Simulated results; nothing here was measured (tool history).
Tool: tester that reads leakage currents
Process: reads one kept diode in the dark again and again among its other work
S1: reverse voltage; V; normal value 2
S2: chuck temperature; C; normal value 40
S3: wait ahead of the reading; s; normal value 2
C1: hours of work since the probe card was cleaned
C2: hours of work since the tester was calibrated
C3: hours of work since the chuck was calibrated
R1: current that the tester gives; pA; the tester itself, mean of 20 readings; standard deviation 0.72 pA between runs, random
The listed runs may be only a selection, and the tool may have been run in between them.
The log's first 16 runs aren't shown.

run 17 hour=2332.1 | S1=2 S2=40 S3=2 | C1=1283 C2=193 C3=955 | R1=265.23
run 18 hour=2452 | S1=2 S2=40 S3=2 | C1=1350 C2=261 C3=1022 | R1=266.47
-- hour=2602.3 tester calibrated, once more
run 19 hour=2602.3 | S1=2 S2=40 S3=2 | C1=1434 C2=0 C3=1106 | R1=265.44
-- hour=2772.8 chuck's temperature calibrated
run 20 hour=2795.6 | S1=2 S2=40 S3=2 | C1=1541 C2=108 C3=13 | R1=240.52
run 21 hour=2882.2 | S1=6.44 S2=28 S3=2 | C1=1590 C2=156 C3=62 | R1=209.18
run 22 hour=2982.3 | S1=6.44 S2=41 S3=3.52 | C1=1646 C2=213 C3=118 | R1=516.37
run 23 hour=3070.7 | S1=2 S2=55 S3=8.47 | C1=1696 C2=262 C3=168 | R1=647.59
run 24 hour=3253 | S1=2 S2=55 S3=8.61 | C1=1799 C2=365 C3=270 | R1=652.27
run 25 hour=3339.4 | S1=2 S2=23 S3=0.62 | C1=1847 C2=413 C3=319 | R1=75.26
run 26 hour=3540.7 | S1=15.29 S2=39 S3=5.32 | C1=1960 C2=527 C3=432 | R1=768.84
run 27 hour=3682 | S1=4.36 S2=55 S3=1.29 | C1=2040 C2=606 C3=511 | R1=1047.3
run 28 hour=3811.8 | S1=7.35 S2=36 S3=2 | C1=2113 C2=679 C3=584 | R1=414.46
run 29 hour=3917.7 | S1=2.04 S2=21 S3=0.47 | C1=2173 C2=739 C3=644 | R1=68.56
run 30 hour=4033 | S1=13.94 S2=34 S3=1.45 | C1=2237 C2=804 C3=709 | R1=539.8
-- hour=4170.2 probe card cleaned and baked
run 31 hour=4219 | S1=13.94 S2=34 S3=1.45 | C1=27 C2=907 C3=812 | R1=518.99
run 32 hour=4344.2 | S1=4.81 S2=29 S3=2.29 | C1=98 C2=977 C3=882 | R1=196.62
run 33 hour=4447.9 | S1=4.81 S2=29 S3=2.29 | C1=156 C2=1035 C3=940 | R1=198.3
run 34 hour=4538 | S1=5.67 S2=40 S3=2.68 | C1=207 C2=1086 C3=991 | R1=475.15
run 35 hour=4649.3 | S1=1.95 S2=59 S3=3.12 | C1=270 C2=1149 C3=1054 | R1=861.39
run 36 hour=4857.6 | S1=1.09 S2=59 S3=3.12 | C1=387 C2=1266 C3=1171 | R1=626.44
-- hour=4917.7 chuck's temperature calibrated
run 37 hour=5033.3 | S1=3.3 S2=53 S3=1.15 | C1=484 C2=1363 C3=65 | R1=755.5
run 38 hour=5191.9 | S1=1.79 S2=43 S3=4.37 | C1=574 C2=1453 C3=154 | R1=278.66
run 39 hour=5339.7 | S1=16.85 S2=28 S3=0.7 | C1=657 C2=1536 C3=237 | R1=370.56

Forecast each of these 3 alternatives for the next run:
run A hour=5430.6 | S1=3.18 S2=20 S3=4.89 | C1=708 C2=1587 C3=289 | R1=?
run B hour=5430.6 | S1=11.42 S2=40 S3=1.09 | C1=708 C2=1587 C3=289 | R1=?
run C hour=5430.6 | S1=11.66 S2=40 S3=2 | C1=708 C2=1587 C3=289 | R1=?

run=A R1=76.06
run=B R1=679.68
run=C R1=685.66
With the hidden condition removed and each run's random variation left untouched, the same runs would have given:
run=A R1=72.08
run=B R1=655.05
run=C R1=660.72
